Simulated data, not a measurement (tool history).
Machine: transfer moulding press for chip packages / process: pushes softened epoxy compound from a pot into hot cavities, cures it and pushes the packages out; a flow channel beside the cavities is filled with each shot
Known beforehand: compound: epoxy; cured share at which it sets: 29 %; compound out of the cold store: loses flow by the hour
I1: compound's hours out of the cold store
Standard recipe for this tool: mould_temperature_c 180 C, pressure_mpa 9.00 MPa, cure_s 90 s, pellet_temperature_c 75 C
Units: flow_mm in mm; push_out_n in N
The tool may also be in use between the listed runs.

run 1 hour=0.0 | mould_temperature_c=180 pressure_mpa=9.00 cure_s=90 pellet_temperature_c=75 | I1=47.3 | flow_mm=475 push_out_n=350
-- hour=12.1 mould's thermocouples calibrated
run 2 hour=31.6 | mould_temperature_c=180 pressure_mpa=9.00 cure_s=90 pellet_temperature_c=75 | I1=31.8 | flow_mm=507 push_out_n=465
run 3 hour=66.8 | mould_temperature_c=180 pressure_mpa=9.00 cure_s=90 pellet_temperature_c=75 | I1=38.4 | flow_mm=496 push_out_n=535
-- hour=85.6 cavities cleaned with cleaning compound and waxed
run 4 hour=102.5 | mould_temperature_c=180 pressure_mpa=9.00 cure_s=90 pellet_temperature_c=75 | I1=27.7 | flow_mm=509 push_out_n=338
run 5 hour=135.3 | mould_temperature_c=180 pressure_mpa=9.00 cure_s=90 pellet_temperature_c=75 | I1=46.8 | flow_mm=460 push_out_n=453
run 6 hour=163.7 | mould_temperature_c=180 pressure_mpa=9.00 cure_s=90 pellet_temperature_c=75 | I1=26.3 | flow_mm=510 push_out_n=532
-- hour=189.6 cavities cleaned with cleaning compound and waxed
run 7 hour=198.8 | mould_temperature_c=180 pressure_mpa=9.00 cure_s=90 pellet_temperature_c=75 | I1=21.6 | flow_mm=525 push_out_n=333
run 8 hour=228.4 | mould_temperature_c=180 pressure_mpa=9.00 cure_s=90 pellet_temperature_c=75 | I1=26.6 | flow_mm=515 push_out_n=428
run 9 hour=253.0 | mould_temperature_c=180 pressure_mpa=9.00 cure_s=90 pellet_temperature_c=75 | I1=17.7 | flow_mm=534 push_out_n=489
run 10 hour=278.1 | mould_temperature_c=180 pressure_mpa=9.00 cure_s=90 pellet_temperature_c=70 | I1=22.6 | flow_mm=518 push_out_n=537
-- hour=293.2 cavities cleaned with cleaning compound and waxed
run 11 hour=307.0 | mould_temperature_c=180 pressure_mpa=9.00 cure_s=90 pellet_temperature_c=70 | I1=19.9 | flow_mm=516 push_out_n=359
run 12 hour=337.8 | mould_temperature_c=180 pressure_mpa=9.00 cure_s=128 pellet_temperature_c=75 | I1=8.2 | flow_mm=545 push_out_n=414
run 13 hour=357.4 | mould_temperature_c=180 pressure_mpa=9.00 cure_s=128 pellet_temperature_c=75 | I1=29.3 | flow_mm=492 push_out_n=454
run 14 hour=379.1 | mould_temperature_c=180 pressure_mpa=9.00 cure_s=128 pellet_temperature_c=75 | I1=31.9 | flow_mm=488 push_out_n=473
-- hour=396.1 cavities cleaned with cleaning compound and waxed
-- hour=401.3 plunger's sealing rings changed
run 15 hour=402.2 | mould_temperature_c=174 pressure_mpa=9.00 cure_s=90 pellet_temperature_c=75 | I1=21.9 | flow_mm=558 push_out_n=387
run 16 hour=436.2 | mould_temperature_c=180 pressure_mpa=9.00 cure_s=73 pellet_temperature_c=75 | I1=16.1 | flow_mm=558 push_out_n=593
run 17 hour=472.6 | mould_temperature_c=180 pressure_mpa=6.82 cure_s=73 pellet_temperature_c=84 | I1=24.8 | flow_mm=462 push_out_n=669
run 18 hour=489.9 | mould_temperature_c=187 pressure_mpa=9.77 cure_s=116 pellet_temperature_c=67 | I1=8.7 | flow_mm=579 push_out_n=492
-- hour=502.0 cavities cleaned with cleaning compound and waxed
run 19 hour=520.7 | mould_temperature_c=177 pressure_mpa=7.19 cure_s=100 pellet_temperature_c=82 | I1=25.0 | flow_mm=466 push_out_n=362
run 20 hour=552.9 | mould_temperature_c=180 pressure_mpa=8.90 cure_s=129 pellet_temperature_c=75 | I1=24.2 | flow_mm=518 push_out_n=434
run 21 hour=588.9 | mould_temperature_c=187 pressure_mpa=8.74 cure_s=91 pellet_temperature_c=76 | I1=25.2 | flow_mm=495 push_out_n=501
-- hour=605.2 cavities cleaned with cleaning compound and waxed
run 22 hour=619.2 | mould_temperature_c=180 pressure_mpa=9.00 cure_s=112 pellet_temperature_c=71 | I1=32.8 | flow_mm=494 push_out_n=307
run 23 hour=649.2 | mould_temperature_c=180 pressure_mpa=9.00 cure_s=112 pellet_temperature_c=71 | I1=25.9 | flow_mm=513 push_out_n=425
run 24 hour=677.8 | mould_temperature_c=180 pressure_mpa=9.00 cure_s=112 pellet_temperature_c=71 | I1=11.6 | flow_mm=538 push_out_n=457
run 25 hour=700.1 | mould_temperature_c=177 pressure_mpa=8.95 cure_s=90 pellet_temperature_c=78 | I1=11.6 | flow_mm=544 push_out_n=600
-- hour=707.0 cavities cleaned with cleaning compound and waxed
-- hour=734.2 mould's thermocouples calibrated
run 26 hour=739.8 | mould_temperature_c=180 pressure_mpa=9.00 cure_s=90 pellet_temperature_c=78 | I1=37.7 | flow_mm=481 push_out_n=419
run 27 hour=761.1 | mould_temperature_c=176 pressure_mpa=9.36 cure_s=90 pellet_temperature_c=69 | I1=29.4 | flow_mm=516 push_out_n=566

For some of the steps in flow_mm from one run to the next: how much would appear even if the tool had no hidden state, given the settings, what came in and random variation, and how much remains for the hidden state plus any gauge scatter that the measured result and the result without hidden state don't share?
The tool's hidden condition here consists of: true mould temperature over the reading, C; pressure that reaches the compound, % of what is set; grip of the stained cavities, % over clean ones'; drift of the gauge itself on flow_mm, %; drift of the gauge itself on push_out_n, %.
Run 11 -> 12: cure_s 90 -> 128, pellet_temperature_c 70 -> 75. flow_mm +29 mm: hidden state -6, all else +35.
Run 14 -> 15: mould_temperature_c 180 -> 174, cure_s 128 -> 90, cavities cleaned with cleaning compound and waxed, plunger's sealing rings changed. flow_mm +70 mm: hidden state +31, all else +39.
Run 17 -> 18: mould_temperature_c 180 -> 187, pressure_mpa 6.82 -> 9.77, cure_s 73 -> 116, pellet_temperature_c 84 -> 67. flow_mm +117 mm: hidden state -3, all else +120.
Run 18 -> 19: mould_temperature_c 187 -> 177, pressure_mpa 9.77 -> 7.19, cure_s 116 -> 100, pellet_temperature_c 67 -> 82, cavities cleaned with cleaning compound and waxed. flow_mm -113 mm: hidden state +0, all else -113.
